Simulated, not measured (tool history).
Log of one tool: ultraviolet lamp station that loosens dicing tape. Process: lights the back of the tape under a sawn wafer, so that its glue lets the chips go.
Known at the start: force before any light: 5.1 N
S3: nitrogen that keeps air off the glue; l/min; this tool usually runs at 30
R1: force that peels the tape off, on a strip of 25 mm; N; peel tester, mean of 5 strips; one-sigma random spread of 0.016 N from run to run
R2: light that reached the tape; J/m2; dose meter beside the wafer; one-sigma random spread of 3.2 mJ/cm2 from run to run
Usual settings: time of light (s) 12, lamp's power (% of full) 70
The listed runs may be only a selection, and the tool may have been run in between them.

{"run": 1, "day": 0.0, "time of light (s)": 12, "lamp's power (% of full)": 70, "S3": 30, "R1": 0.803, "R2": 4940}
{"run": 2, "day": 0.554, "time of light (s)": 12, "lamp's power (% of full)": 70, "S3": 30, "R1": 0.808, "R2": 4920}
{"run": 3, "day": 1.229, "time of light (s)": 12, "lamp's power (% of full)": 70, "S3": 30, "R1": 0.771, "R2": 4870}
{"run": 4, "day": 2.167, "time of light (s)": 12, "lamp's power (% of full)": 70, "S3": 30, "R1": 0.821, "R2": 4880}
{"run": 5, "day": 2.633, "time of light (s)": 12, "lamp's power (% of full)": 99, "S3": 30, "R1": 0.426, "R2": 6830}
{"run": 6, "day": 3.567, "time of light (s)": 12, "lamp's power (% of full)": 99, "S3": 30, "R1": 0.441, "R2": 6810}
{"run": 7, "day": 4.554, "time of light (s)": 12, "lamp's power (% of full)": 99, "S3": 30, "R1": 0.443, "R2": 6780}
{"run": 8, "day": 5.042, "time of light (s)": 12, "lamp's power (% of full)": 99, "S3": 30, "R1": 0.438, "R2": 6750}
{"run": 9, "day": 5.783, "time of light (s)": 12, "lamp's power (% of full)": 99, "S3": 30, "R1": 0.467, "R2": 6740}
{"run": 10, "day": 6.688, "time of light (s)": 12, "lamp's power (% of full)": 99, "S3": 30, "R1": 0.445, "R2": 6560}
{"run": 11, "day": 7.179, "time of light (s)": 12, "lamp's power (% of full)": 99, "S3": 30, "R1": 0.453, "R2": 6580}
{"run": 12, "day": 7.712, "time of light (s)": 11, "lamp's power (% of full)": 70, "S3": 30, "R1": 1.005, "R2": 4270}
{"run": 13, "day": 8.579, "time of light (s)": 12, "lamp's power (% of full)": 70, "S3": 30, "R1": 0.884, "R2": 4620}
{"run": 14, "day": 9.408, "time of light (s)": 12, "lamp's power (% of full)": 70, "S3": 30, "R1": 0.871, "R2": 4570}
{"run": 15, "day": 10.092, "time of light (s)": 12, "lamp's power (% of full)": 70, "S3": 30, "R1": 0.895, "R2": 4540}
{"run": 16, "day": 10.704, "time of light (s)": 14, "lamp's power (% of full)": 69, "S3": 54, "R1": 0.502, "R2": 5230}
{"run": 17, "day": 11.538, "time of light (s)": 14, "lamp's power (% of full)": 69, "S3": 54, "R1": 0.495, "R2": 5130}
{"run": 18, "day": 12.633, "time of light (s)": 9, "lamp's power (% of full)": 96, "S3": 54, "R1": 0.654, "R2": 4600}
{"run": 19, "day": 13.625, "time of light (s)": 9, "lamp's power (% of full)": 96, "S3": 54, "R1": 0.652, "R2": 4570}
{"run": 20, "day": 14.654, "time of light (s)": 16, "lamp's power (% of full)": 72, "S3": 17, "R1": 0.877, "R2": 6050}
{"run": 21, "day": 15.742, "time of light (s)": 11, "lamp's power (% of full)": 80, "S3": 30, "R1": 0.958, "R2": 4540}
{"run": 22, "day": 16.425, "time of light (s)": 12, "lamp's power (% of full)": 73, "S3": 20, "R1": 1.182, "R2": 4490}
{"run": 23, "day": 17.142, "time of light (s)": 21, "lamp's power (% of full)": 70, "S3": 26, "R1": 0.414, "R2": 7530}
{"run": 24, "day": 17.888, "time of light (s)": 21, "lamp's power (% of full)": 70, "S3": 26, "R1": 0.409, "R2": 7470}
{"run": 25, "day": 18.517, "time of light (s)": 21, "lamp's power (% of full)": 70, "S3": 26, "R1": 0.425, "R2": 7410}
{"run": 26, "day": 19.017, "time of light (s)": 21, "lamp's power (% of full)": 70, "S3": 26, "R1": 0.405, "R2": 7390}
{"run": 27, "day": 19.567, "time of light (s)": 17, "lamp's power (% of full)": 70, "S3": 54, "R1": 0.377, "R2": 5940}
{"run": 28, "day": 20.258, "time of light (s)": 17, "lamp's power (% of full)": 70, "S3": 54, "R1": 0.4, "R2": 5910}
{"run": 29, "day": 21.292, "time of light (s)": 12, "lamp's power (% of full)": 87, "S3": 54, "R1": 0.504, "R2": 5140}

Predict each of these 3 candidate next runs independently; none follows another, all start after run 29:
{"run": "A", "day": 22.067, "time of light (s)": 11, "lamp's power (% of full)": 61, "S3": 14, "R1": "?", "R2": "?"}
{"run": "B", "day": 22.067, "time of light (s)": 19, "lamp's power (% of full)": 63, "S3": 46, "R1": "?", "R2": "?"}
{"run": "C", "day": 22.067, "time of light (s)": 13, "lamp's power (% of full)": 74, "S3": 38, "R1": "?", "R2": "?"}

run=A R1=2.049 R2=3270
run=B R1=0.431 R2=5880
run=C R1=0.725 R2=4730
What these runs would have given with no unlogged condition in the tool:
run=A R1=1.645 R2=4070
run=B R1=0.276 R2=7310
run=C R1=0.481 R2=5880
